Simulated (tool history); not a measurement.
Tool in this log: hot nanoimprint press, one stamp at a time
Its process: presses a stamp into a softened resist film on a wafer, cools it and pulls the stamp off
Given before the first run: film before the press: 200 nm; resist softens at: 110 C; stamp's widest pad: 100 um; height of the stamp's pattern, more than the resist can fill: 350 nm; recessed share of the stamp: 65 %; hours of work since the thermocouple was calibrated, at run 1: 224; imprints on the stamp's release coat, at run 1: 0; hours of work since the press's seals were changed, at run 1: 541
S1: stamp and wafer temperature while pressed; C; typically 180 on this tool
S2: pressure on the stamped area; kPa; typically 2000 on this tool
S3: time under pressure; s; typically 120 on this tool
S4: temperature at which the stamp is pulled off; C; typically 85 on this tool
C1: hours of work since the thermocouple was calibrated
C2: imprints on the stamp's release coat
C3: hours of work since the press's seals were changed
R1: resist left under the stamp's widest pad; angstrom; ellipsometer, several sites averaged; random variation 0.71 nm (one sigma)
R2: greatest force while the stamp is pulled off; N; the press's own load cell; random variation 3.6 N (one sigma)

| run | hour | S1 | S2 | S3 | S4 | C1 | C2 | C3 | R1 | R2 |
|---|---|---|---|---|---|---|---|---|---|---|
| 1 | 0 | 180 | 2000 | 120 | 85 | 224 | 0 | 541 | 906 | 238 |
| 2 | 53.9 | 180 | 2000 | 85 | 85 | 246 | 155 | 563 | 1023 | 252 |
|  | 110.2 | press's hydraulic seals changed and the load cell set to zero |
| 3 | 136 | 180 | 2000 | 120 | 85 | 277 | 369 | 10 | 894 | 254 |
|  | 169.2 | plate thermocouple calibrated |
|  | 213.4 | stamp cleaned and given a new release coat |
| 4 | 213.4 | 189 | 2000 | 120 | 85 | 16 | 0 | 38 | 651 | 258 |
| 5 | 271.4 | 189 | 2000 | 120 | 85 | 39 | 168 | 62 | 670 | 255 |
| 6 | 342.8 | 189 | 2990 | 120 | 85 | 68 | 373 | 91 | 539 | 252 |
|  | 364.2 | plate thermocouple calibrated, once more |
| 7 | 383.3 | 189 | 2990 | 120 | 85 | 8 | 482 | 106 | 500 | 248 |
|  | 419.3 | stamp cleaned and given a new release coat |
| 8 | 433.5 | 189 | 2990 | 120 | 85 | 26 | 41 | 124 | 501 | 234 |
| 9 | 472 | 189 | 2990 | 120 | 85 | 41 | 152 | 140 | 505 | 240 |
| 10 | 516.9 | 189 | 2990 | 120 | 85 | 60 | 282 | 158 | 521 | 243 |
| 11 | 579.5 | 189 | 2990 | 120 | 85 | 85 | 462 | 184 | 519 | 242 |
|  | 622 | stamp cleaned and given a new release coat |
| 12 | 622 | 189 | 2990 | 120 | 85 | 100 | 0 | 199 | 523 | 238 |
| 13 | 670.3 | 189 | 2990 | 120 | 85 | 120 | 140 | 218 | 531 | 242 |
| 14 | 733 | 180 | 2000 | 120 | 87 | 145 | 321 | 244 | 862 | 230 |
| 15 | 782.5 | 180 | 2000 | 120 | 87 | 165 | 463 | 264 | 876 | 236 |
|  | 826.9 | stamp cleaned and given a new release coat |
| 16 | 834 | 169 | 1940 | 98 | 81 | 184 | 20 | 282 | 1394 | 273 |
| 17 | 888.1 | 169 | 1940 | 98 | 81 | 206 | 176 | 304 | 1410 | 277 |
| 18 | 920 | 180 | 2000 | 157 | 91 | 219 | 268 | 317 | 810 | 211 |
| 19 | 986.4 | 180 | 2000 | 157 | 91 | 246 | 460 | 344 | 805 | 207 |
|  | 1029.8 | stamp cleaned and given a new release coat |
| 20 | 1029.8 | 172 | 1220 | 120 | 75 | 261 | 0 | 360 | 1401 | 316 |
| 21 | 1094.6 | 170 | 1460 | 120 | 85 | 287 | 187 | 386 | 1408 | 243 |
|  | 1102.1 | plate thermocouple calibrated |
| 22 | 1169.9 | 172 | 2080 | 234 | 73 | 28 | 395 | 415 | 898 | 333 |
| 23 | 1209.7 | 172 | 2080 | 234 | 73 | 44 | 510 | 432 | 897 | 333 |
|  | 1237.7 | stamp cleaned and given a new release coat |
| 24 | 1249.3 | 170 | 2080 | 234 | 73 | 57 | 34 | 445 | 993 | 313 |
| 25 | 1300.5 | 170 | 2080 | 234 | 73 | 78 | 181 | 466 | 1000 | 316 |
| 26 | 1350 | 191 | 2000 | 69 | 86 | 98 | 324 | 486 | 754 | 241 |
| 27 | 1419.3 | 191 | 2000 | 69 | 86 | 127 | 524 | 514 | 746 | 243 |
|  | 1442.5 | stamp cleaned and given a new release coat |
| 28 | 1482.5 | 191 | 3060 | 68 | 86 | 150 | 115 | 538 | 635 | 240 |
| 29 | 1523.1 | 186 | 2000 | 120 | 78 | 166 | 232 | 554 | 716 | 294 |
| 30 | 1568.8 | 180 | 2570 | 120 | 85 | 185 | 364 | 573 | 807 | 245 |

3 options for the next run, each taken on its own from the tool as it stands now. Forecast them:
|  | 1599 | press's hydraulic seals changed and the load cell set to zero |
| A | 1626.2 | 188 | 2570 | 98 | 85 | 205 | 507 | 11 | ? | ? |
|  | 1599 | press's hydraulic seals changed and the load cell set to zero |
| B | 1626.2 | 175 | 2000 | 61 | 92 | 205 | 507 | 11 | ? | ? |
|  | 1599 | press's hydraulic seals changed and the load cell set to zero |
| C | 1626.2 | 180 | 2570 | 183 | 91 | 205 | 507 | 11 | ? | ? |

| run | R1 | R2 |
|---|---|---|
| A | 631 | 252 |
| B | 1307 | 208 |
| C | 656 | 208 |
Without the tool's hidden state the same runs would have given:
| run | R1 | R2 |
|---|---|---|
| A | 613 | 236 |
| B | 1276 | 194 |
| C | 634 | 194 |

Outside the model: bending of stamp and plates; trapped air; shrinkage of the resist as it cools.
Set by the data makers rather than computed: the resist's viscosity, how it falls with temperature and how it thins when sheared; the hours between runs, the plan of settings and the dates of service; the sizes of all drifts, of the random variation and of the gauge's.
